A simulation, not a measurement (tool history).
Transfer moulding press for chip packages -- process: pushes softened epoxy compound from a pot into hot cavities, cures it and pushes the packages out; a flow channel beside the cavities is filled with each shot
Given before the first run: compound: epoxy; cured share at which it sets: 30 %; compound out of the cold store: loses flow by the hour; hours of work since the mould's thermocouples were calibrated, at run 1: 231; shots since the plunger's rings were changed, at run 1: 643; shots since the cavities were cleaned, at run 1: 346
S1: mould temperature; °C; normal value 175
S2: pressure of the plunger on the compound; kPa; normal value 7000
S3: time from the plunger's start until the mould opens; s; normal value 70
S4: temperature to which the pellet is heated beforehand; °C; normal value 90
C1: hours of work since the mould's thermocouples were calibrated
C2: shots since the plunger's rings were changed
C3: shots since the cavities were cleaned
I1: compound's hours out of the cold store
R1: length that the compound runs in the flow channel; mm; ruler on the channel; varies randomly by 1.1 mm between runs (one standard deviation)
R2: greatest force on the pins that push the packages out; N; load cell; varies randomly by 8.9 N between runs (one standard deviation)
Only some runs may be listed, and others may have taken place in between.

{"run": 1, "hour": 0.0, "S1": 175, "S2": 7000, "S3": 70, "S4": 90, "C1": 231, "C2": 643, "C3": 346, "I1": 16.4, "R1": 544, "R2": 565}
{"hour": 22.9, "done": "cavities cleaned with cleaning compound and waxed"}
{"run": 2, "hour": 70.9, "S1": 175, "S2": 5550, "S3": 70, "S4": 90, "C1": 268, "C2": 1473, "C3": 575, "I1": 24.1, "R1": 469, "R2": 744}
{"hour": 77.4, "done": "cavities cleaned with cleaning compound and waxed"}
{"run": 3, "hour": 111.0, "S1": 175, "S2": 5550, "S3": 70, "S4": 90, "C1": 289, "C2": 1936, "C3": 403, "I1": 37.1, "R1": 441, "R2": 567}
{"hour": 129.1, "done": "cavities cleaned with cleaning compound and waxed"}
{"hour": 171.2, "done": "mould's thermocouples calibrated"}
{"hour": 182.2, "done": "cavities cleaned with cleaning compound and waxed"}
{"run": 4, "hour": 182.7, "S1": 172, "S2": 7000, "S3": 70, "S4": 90, "C1": 5, "C2": 2734, "C3": 7, "I1": 25.6, "R1": 525, "R2": 488}
{"hour": 198.5, "done": "plunger's sealing rings changed"}
{"run": 5, "hour": 232.1, "S1": 172, "S2": 7000, "S3": 70, "S4": 90, "C1": 31, "C2": 402, "C3": 568, "I1": 10.9, "R1": 566, "R2": 774}
{"hour": 240.3, "done": "cavities cleaned with cleaning compound and waxed"}
{"hour": 281.6, "done": "cavities cleaned with cleaning compound and waxed, once more"}
{"run": 6, "hour": 306.1, "S1": 172, "S2": 7000, "S3": 70, "S4": 90, "C1": 69, "C2": 1251, "C3": 293, "I1": 41.2, "R1": 497, "R2": 641}
{"hour": 333.3, "done": "cavities cleaned with cleaning compound and waxed"}
{"run": 7, "hour": 374.7, "S1": 182, "S2": 7000, "S3": 70, "S4": 90, "C1": 105, "C2": 2054, "C3": 495, "I1": 32.6, "R1": 487, "R2": 492}
{"hour": 386.5, "done": "cavities cleaned with cleaning compound and waxed"}
{"run": 8, "hour": 435.4, "S1": 182, "S2": 7000, "S3": 70, "S4": 90, "C1": 137, "C2": 2762, "C3": 584, "I1": 46.9, "R1": 458, "R2": 480}
{"hour": 442.7, "done": "cavities cleaned with cleaning compound and waxed"}
{"hour": 449.8, "done": "plunger's sealing rings changed"}
{"run": 9, "hour": 474.0, "S1": 182, "S2": 7000, "S3": 70, "S4": 90, "C1": 156, "C2": 289, "C3": 345, "I1": 37, "R1": 485, "R2": 442}
{"hour": 502.3, "done": "cavities cleaned with cleaning compound and waxed"}
{"run": 10, "hour": 524.4, "S1": 177, "S2": 7000, "S3": 70, "S4": 90, "C1": 182, "C2": 874, "C3": 265, "I1": 39.6, "R1": 489, "R2": 487}
{"hour": 554.4, "done": "cavities cleaned with cleaning compound and waxed"}
{"run": 11, "hour": 572.5, "S1": 177, "S2": 7000, "S3": 70, "S4": 90, "C1": 207, "C2": 1432, "C3": 217, "I1": 46.2, "R1": 477, "R2": 467}
{"hour": 605.5, "done": "cavities cleaned with cleaning compound and waxed"}
{"run": 12, "hour": 628.8, "S1": 175, "S2": 7000, "S3": 70, "S4": 90, "C1": 237, "C2": 2087, "C3": 278, "I1": 39.2, "R1": 493, "R2": 529}
{"hour": 658.5, "done": "cavities cleaned with cleaning compound and waxed"}
{"run": 13, "hour": 672.0, "S1": 175, "S2": 7000, "S3": 70, "S4": 90, "C1": 259, "C2": 2587, "C3": 162, "I1": 24, "R1": 523, "R2": 497}
{"hour": 698.8, "done": "plunger's sealing rings changed"}
{"hour": 713.6, "done": "cavities cleaned with cleaning compound and waxed"}
{"run": 14, "hour": 752.2, "S1": 175, "S2": 7000, "S3": 70, "S4": 90, "C1": 300, "C2": 620, "C3": 461, "I1": 12.9, "R1": 553, "R2": 597}
{"hour": 765.8, "done": "cavities cleaned with cleaning compound and waxed"}
{"hour": 788.0, "done": "mould's thermocouples calibrated"}
{"run": 15, "hour": 817.3, "S1": 175, "S2": 7000, "S3": 70, "S4": 90, "C1": 16, "C2": 1357, "C3": 592, "I1": 14.6, "R1": 545, "R2": 614}
{"hour": 825.5, "done": "cavities cleaned with cleaning compound and waxed"}
{"run": 16, "hour": 866.9, "S1": 175, "S2": 6470, "S3": 70, "S4": 90, "C1": 42, "C2": 1933, "C3": 495, "I1": 31.5, "R1": 486, "R2": 596}
{"hour": 878.0, "done": "cavities cleaned with cleaning compound and waxed"}
{"run": 17, "hour": 911.9, "S1": 175, "S2": 6470, "S3": 70, "S4": 90, "C1": 65, "C2": 2454, "C3": 406, "I1": 29.3, "R1": 492, "R2": 557}
{"hour": 931.2, "done": "cavities cleaned with cleaning compound and waxed"}
{"hour": 950.9, "done": "plunger's sealing rings changed"}
{"run": 18, "hour": 963.8, "S1": 175, "S2": 7000, "S3": 70, "S4": 89, "C1": 91, "C2": 155, "C3": 361, "I1": 19.3, "R1": 539, "R2": 598}
{"hour": 984.8, "done": "cavities cleaned with cleaning compound and waxed"}
{"run": 19, "hour": 1025.0, "S1": 168, "S2": 7000, "S3": 70, "S4": 90, "C1": 123, "C2": 869, "C3": 481, "I1": 31.9, "R1": 529, "R2": 901}
{"hour": 1036.8, "done": "cavities cleaned with cleaning compound and waxed"}
{"run": 20, "hour": 1074.0, "S1": 168, "S2": 5510, "S3": 70, "S4": 85, "C1": 149, "C2": 1437, "C3": 445, "I1": 42.4, "R1": 449, "R2": 916}
{"hour": 1091.3, "done": "cavities cleaned with cleaning compound and waxed"}
{"run": 21, "hour": 1133.8, "S1": 168, "S2": 5510, "S3": 70, "S4": 85, "C1": 180, "C2": 2135, "C3": 509, "I1": 21.2, "R1": 487, "R2": 1015}
{"hour": 1144.7, "done": "cavities cleaned with cleaning compound and waxed"}
{"hour": 1200.5, "done": "plunger's sealing rings changed"}
{"hour": 1202.0, "done": "cavities cleaned with cleaning compound and waxed"}
{"run": 22, "hour": 1206.3, "S1": 168, "S2": 5510, "S3": 70, "S4": 85, "C1": 216, "C2": 51, "C3": 51, "I1": 33.4, "R1": 471, "R2": 747}
{"hour": 1254.8, "done": "cavities cleaned with cleaning compound and waxed"}
{"run": 23, "hour": 1268.4, "S1": 175, "S2": 7000, "S3": 65, "S4": 82, "C1": 249, "C2": 777, "C3": 163, "I1": 22.7, "R1": 532, "R2": 581}
{"hour": 1311.3, "done": "cavities cleaned with cleaning compound and waxed"}
{"run": 24, "hour": 1327.2, "S1": 173, "S2": 7000, "S3": 70, "S4": 95, "C1": 280, "C2": 1462, "C3": 190, "I1": 17, "R1": 547, "R2": 567}

Each row is a separate what-if for the run after 24, all from the same tool condition, not one after another. Results?
{"run": "A", "hour": 1358.5, "S1": 178, "S2": 7000, "S3": 70, "S4": 90, "C1": 297, "C2": 1837, "C3": 565, "I1": 38.5, "R1": "?", "R2": "?"}
{"run": "B", "hour": 1358.5, "S1": 180, "S2": 7000, "S3": 76, "S4": 95, "C1": 297, "C2": 1837, "C3": 565, "I1": 22.5, "R1": "?", "R2": "?"}
{"run": "C", "hour": 1358.5, "S1": 175, "S2": 6210, "S3": 70, "S4": 97, "C1": 297, "C2": 1837, "C3": 565, "I1": 17.1, "R1": "?", "R2": "?"}
{"run": "D", "hour": 1358.5, "S1": 173, "S2": 8540, "S3": 59, "S4": 97, "C1": 297, "C2": 1837, "C3": 565, "I1": 40.9, "R1": "?", "R2": "?"}

run=A R1=488 R2=531
run=B R1=516 R2=494
run=C R1=505 R2=606
run=D R1=545 R2=938
Without the tool's unlogged condition, the same runs would have read:
run=A R1=494 R2=355
run=B R1=522 R2=335
run=C R1=511 R2=399
run=D R1=551 R2=610
